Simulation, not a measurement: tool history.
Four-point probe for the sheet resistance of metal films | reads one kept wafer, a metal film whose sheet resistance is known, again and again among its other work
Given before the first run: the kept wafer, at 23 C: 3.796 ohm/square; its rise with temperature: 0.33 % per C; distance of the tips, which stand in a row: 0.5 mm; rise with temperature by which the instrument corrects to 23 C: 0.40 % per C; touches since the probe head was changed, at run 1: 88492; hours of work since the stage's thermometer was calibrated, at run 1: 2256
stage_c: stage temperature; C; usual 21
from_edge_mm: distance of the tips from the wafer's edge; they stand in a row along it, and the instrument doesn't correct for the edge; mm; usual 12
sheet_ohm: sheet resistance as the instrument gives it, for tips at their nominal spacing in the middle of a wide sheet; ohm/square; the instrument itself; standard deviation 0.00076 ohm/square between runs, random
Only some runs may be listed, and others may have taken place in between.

| run | day | stage_c | from_edge_mm | touches since the probe head was changed | hours of work since the stage's thermometer was calibrated | sheet_ohm |
|---|---|---|---|---|---|---|
| 1 | 0.000 | 21 | 12 | 88492 | 2256 | 3.829697 |
| 2 | 1.867 | 21 | 12 | 89535 | 2288 | 3.829950 |
| 3 | 4.296 | 21 | 12 | 90893 | 2331 | 3.829556 |
| 4 | 5.983 | 21 | 12 | 91835 | 2360 | 3.830069 |
| 5 | 8.575 | 21 | 4 | 93284 | 2405 | 3.858653 |
|  | 8.946 | stage's thermometer calibrated |
| 6 | 12.504 | 22 | 4 | 95469 | 62 | 3.854899 |
| 7 | 14.404 | 29 | 9 | 96531 | 95 | 3.808890 |

Forecast run 8:
| 8 | 18.100 | 33 | 5 | 98596 | 159 | ? |

sheet_ohm: 3.812813 ohm/square
The same run, on a tool lacking any hidden state, would have yielded sheet_ohm 3.788809 ohm/square.

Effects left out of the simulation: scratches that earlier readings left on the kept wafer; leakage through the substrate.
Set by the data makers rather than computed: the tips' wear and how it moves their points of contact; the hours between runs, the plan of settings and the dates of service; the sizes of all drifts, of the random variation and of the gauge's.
